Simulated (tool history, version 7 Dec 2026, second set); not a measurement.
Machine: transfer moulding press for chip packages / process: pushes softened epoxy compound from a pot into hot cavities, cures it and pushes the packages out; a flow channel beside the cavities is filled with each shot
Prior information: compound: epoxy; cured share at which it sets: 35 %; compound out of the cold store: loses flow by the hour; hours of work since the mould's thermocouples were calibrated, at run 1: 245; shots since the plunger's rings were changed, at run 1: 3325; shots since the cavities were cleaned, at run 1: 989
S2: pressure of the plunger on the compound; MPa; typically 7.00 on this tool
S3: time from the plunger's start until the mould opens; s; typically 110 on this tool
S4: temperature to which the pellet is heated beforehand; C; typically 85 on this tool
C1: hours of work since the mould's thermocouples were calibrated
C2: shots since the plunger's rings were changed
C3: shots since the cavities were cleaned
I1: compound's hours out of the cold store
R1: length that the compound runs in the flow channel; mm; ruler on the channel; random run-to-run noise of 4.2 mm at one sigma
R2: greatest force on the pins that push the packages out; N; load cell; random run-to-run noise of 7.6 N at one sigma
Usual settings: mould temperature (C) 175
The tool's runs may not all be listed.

{"run": 1, "day": 0.0, "mould temperature (C)": 175, "S2": 7.0, "S3": 110, "S4": 85, "C1": 245, "C2": 3325, "C3": 989, "I1": 10.9, "R1": 898, "R2": 498}
{"day": 0.225, "done": "cavities cleaned with cleaning compound and waxed"}
{"run": 2, "day": 0.275, "mould temperature (C)": 175, "S2": 7.0, "S3": 110, "S4": 85, "C1": 249, "C2": 3386, "C3": 14, "I1": 14.2, "R1": 890, "R2": 325}
{"run": 3, "day": 0.638, "mould temperature (C)": 175, "S2": 7.0, "S3": 110, "S4": 93, "C1": 255, "C2": 3491, "C3": 119, "I1": 13.2, "R1": 891, "R2": 356}
{"run": 4, "day": 0.829, "mould temperature (C)": 175, "S2": 7.0, "S3": 110, "S4": 93, "C1": 259, "C2": 3546, "C3": 174, "I1": 20.5, "R1": 865, "R2": 376}
{"run": 5, "day": 1.038, "mould temperature (C)": 175, "S2": 7.0, "S3": 110, "S4": 93, "C1": 263, "C2": 3607, "C3": 235, "I1": 19.7, "R1": 865, "R2": 379}
{"run": 6, "day": 1.392, "mould temperature (C)": 175, "S2": 7.0, "S3": 110, "S4": 93, "C1": 269, "C2": 3709, "C3": 337, "I1": 15.0, "R1": 876, "R2": 408}
{"run": 7, "day": 1.771, "mould temperature (C)": 175, "S2": 7.0, "S3": 110, "S4": 85, "C1": 276, "C2": 3819, "C3": 447, "I1": 31.5, "R1": 833, "R2": 426}
{"run": 8, "day": 2.146, "mould temperature (C)": 175, "S2": 7.0, "S3": 110, "S4": 90, "C1": 283, "C2": 3926, "C3": 554, "I1": 41.0, "R1": 800, "R2": 419}
{"run": 9, "day": 2.492, "mould temperature (C)": 175, "S2": 7.0, "S3": 110, "S4": 90, "C1": 289, "C2": 4027, "C3": 655, "I1": 43.8, "R1": 798, "R2": 453}
{"run": 10, "day": 2.867, "mould temperature (C)": 175, "S2": 6.99, "S3": 110, "S4": 90, "C1": 296, "C2": 4135, "C3": 763, "I1": 16.6, "R1": 864, "R2": 459}
{"run": 11, "day": 3.062, "mould temperature (C)": 175, "S2": 6.99, "S3": 110, "S4": 90, "C1": 300, "C2": 4192, "C3": 820, "I1": 47.9, "R1": 778, "R2": 468}
{"day": 3.217, "done": "plunger's sealing rings changed"}
{"run": 12, "day": 3.571, "mould temperature (C)": 175, "S2": 7.0, "S3": 110, "S4": 87, "C1": 307, "C2": 102, "C3": 936, "I1": 37.0, "R1": 843, "R2": 479}
{"run": 13, "day": 3.762, "mould temperature (C)": 175, "S2": 7.0, "S3": 110, "S4": 87, "C1": 310, "C2": 158, "C3": 992, "I1": 10.2, "R1": 918, "R2": 502}
{"day": 3.967, "done": "cavities cleaned with cleaning compound and waxed"}
{"run": 14, "day": 4.129, "mould temperature (C)": 175, "S2": 8.63, "S3": 110, "S4": 85, "C1": 316, "C2": 246, "C3": 47, "I1": 37.2, "R1": 937, "R2": 339}
{"run": 15, "day": 4.475, "mould temperature (C)": 175, "S2": 7.43, "S3": 110, "S4": 77, "C1": 322, "C2": 345, "C3": 146, "I1": 20.7, "R1": 918, "R2": 348}
{"run": 16, "day": 4.783, "mould temperature (C)": 175, "S2": 6.67, "S3": 110, "S4": 93, "C1": 328, "C2": 435, "C3": 236, "I1": 47.1, "R1": 798, "R2": 355}
{"run": 17, "day": 4.954, "mould temperature (C)": 175, "S2": 6.67, "S3": 110, "S4": 93, "C1": 331, "C2": 484, "C3": 285, "I1": 35.7, "R1": 819, "R2": 378}
{"run": 18, "day": 5.233, "mould temperature (C)": 170, "S2": 6.67, "S3": 104, "S4": 78, "C1": 336, "C2": 564, "C3": 365, "I1": 32.9, "R1": 862, "R2": 557}
{"run": 19, "day": 5.562, "mould temperature (C)": 169, "S2": 5.46, "S3": 110, "S4": 85, "C1": 342, "C2": 660, "C3": 461, "I1": 42.1, "R1": 751, "R2": 551}
{"run": 20, "day": 5.942, "mould temperature (C)": 181, "S2": 5.94, "S3": 114, "S4": 93, "C1": 349, "C2": 770, "C3": 571, "I1": 16.2, "R1": 798, "R2": 391}
{"run": 21, "day": 6.146, "mould temperature (C)": 181, "S2": 7.9, "S3": 114, "S4": 90, "C1": 353, "C2": 828, "C3": 629, "I1": 38.7, "R1": 860, "R2": 401}
{"run": 22, "day": 6.438, "mould temperature (C)": 181, "S2": 7.9, "S3": 114, "S4": 90, "C1": 358, "C2": 913, "C3": 714, "I1": 33.5, "R1": 875, "R2": 393}
{"run": 23, "day": 6.662, "mould temperature (C)": 181, "S2": 7.9, "S3": 114, "S4": 90, "C1": 362, "C2": 978, "C3": 779, "I1": 28.3, "R1": 891, "R2": 418}
{"run": 24, "day": 6.933, "mould temperature (C)": 175, "S2": 6.96, "S3": 116, "S4": 85, "C1": 367, "C2": 1056, "C3": 857, "I1": 35.3, "R1": 841, "R2": 447}
{"run": 25, "day": 7.262, "mould temperature (C)": 180, "S2": 7.77, "S3": 131, "S4": 86, "C1": 373, "C2": 1151, "C3": 952, "I1": 15.2, "R1": 921, "R2": 417}
{"run": 26, "day": 7.446, "mould temperature (C)": 175, "S2": 7.0, "S3": 141, "S4": 81, "C1": 376, "C2": 1204, "C3": 1005, "I1": 10.6, "R1": 921, "R2": 425}
{"day": 7.604, "done": "cavities cleaned with cleaning compound and waxed"}
{"run": 27, "day": 7.762, "mould temperature (C)": 175, "S2": 6.54, "S3": 105, "S4": 85, "C1": 381, "C2": 1277, "C3": 45, "I1": 32.3, "R1": 820, "R2": 350}
{"run": 28, "day": 8.121, "mould temperature (C)": 175, "S2": 6.54, "S3": 105, "S4": 85, "C1": 387, "C2": 1382, "C3": 150, "I1": 10.4, "R1": 886, "R2": 369}

Predict each of these 3 candidate next runs independently; none follows another, all start after run 28:
{"run": "A", "day": 8.342, "mould temperature (C)": 176, "S2": 6.54, "S3": 145, "S4": 85, "C1": 391, "C2": 1445, "C3": 213, "I1": 12.5, "R1": "?", "R2": "?"}
{"run": "B", "day": 8.342, "mould temperature (C)": 175, "S2": 6.54, "S3": 105, "S4": 83, "C1": 391, "C2": 1445, "C3": 213, "I1": 28.9, "R1": "?", "R2": "?"}
{"run": "C", "day": 8.342, "mould temperature (C)": 178, "S2": 8.01, "S3": 94, "S4": 85, "C1": 391, "C2": 1445, "C3": 213, "I1": 20.6, "R1": "?", "R2": "?"}

run=A R1=871 R2=350
run=B R1=822 R2=389
run=C R1=928 R2=409
Take away the tool's hidden state, keep each run's random variation, and the runs would have read:
run=A R1=883 R2=295
run=B R1=834 R2=331
run=C R1=941 R2=350

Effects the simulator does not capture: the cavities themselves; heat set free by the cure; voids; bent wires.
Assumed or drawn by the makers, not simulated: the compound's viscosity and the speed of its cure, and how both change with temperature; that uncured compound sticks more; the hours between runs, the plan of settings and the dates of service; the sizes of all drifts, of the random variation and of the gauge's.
